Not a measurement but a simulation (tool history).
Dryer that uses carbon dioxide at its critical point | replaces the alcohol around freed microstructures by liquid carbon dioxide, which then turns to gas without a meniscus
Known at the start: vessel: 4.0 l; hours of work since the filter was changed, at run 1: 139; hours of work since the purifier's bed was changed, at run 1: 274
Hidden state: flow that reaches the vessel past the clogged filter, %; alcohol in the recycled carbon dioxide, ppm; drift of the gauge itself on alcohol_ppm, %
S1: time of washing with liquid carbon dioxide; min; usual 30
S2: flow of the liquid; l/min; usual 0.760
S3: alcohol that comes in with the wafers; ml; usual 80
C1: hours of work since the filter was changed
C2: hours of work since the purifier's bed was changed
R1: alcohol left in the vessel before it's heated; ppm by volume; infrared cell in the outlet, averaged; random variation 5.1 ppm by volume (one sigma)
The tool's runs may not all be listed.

run	hour	S1	S2	S3	C1	C2	R1
1	0.0	30	0.760	80	139	274	148
2	22.1	20	0.760	80	148	283	639
3	43.8	20	0.597	80	157	292	1295
4	72.1	20	0.597	80	169	304	1310
5	95.0	30	0.760	80	179	314	169
6	118.8	30	0.760	80	189	324	174
7	161.8	30	0.760	80	208	342	187
8	203.5	30	0.760	80	225	360	191
9	239.6	30	0.760	80	241	376	194
10	284.0	30	0.760	80	260	395	193
11	302.7	30	0.760	80	268	403	206
12	337.8	30	0.591	80	283	417	480
13	363.7	30	0.591	80	294	429	486
14	408.4	24	0.591	80	313	448	989
15	447.4	30	1.108	80	329	464	106
16	473.9	30	1.108	80	341	475	108
17	499.5	32	0.808	61	351	486	164
18	519.3	32	0.808	61	360	495	161
# hour 542.2: inlet filter changed
19	543.6	46	0.808	47	1	505	102
20	571.1	18	0.760	42	12	516	467
21	615.0	18	0.760	42	31	535	487
22	640.9	30	0.763	80	42	546	193
23	660.9	18	1.086	45	51	555	215
24	692.6	24	0.808	36	64	568	200
25	716.5	24	0.808	36	74	578	203
26	735.3	30	1.004	51	82	586	123
27	756.4	18	0.703	43	91	595	643
28	778.3	18	0.703	43	101	605	692
29	805.9	18	0.703	43	112	617	647

Hidden state at the last listed run before each entry between runs and at the first one after, where it differs:
Between runs 18 and 19: inlet filter changed (hour 542.2)
  flow that reaches the vessel past the clogged filter, %: 85.5 -> 99.5; alcohol in the recycled carbon dioxide, ppm: 96.3 -> 98.2
  measured less the result without the state, R1: +127 -> +92 ppm by volume

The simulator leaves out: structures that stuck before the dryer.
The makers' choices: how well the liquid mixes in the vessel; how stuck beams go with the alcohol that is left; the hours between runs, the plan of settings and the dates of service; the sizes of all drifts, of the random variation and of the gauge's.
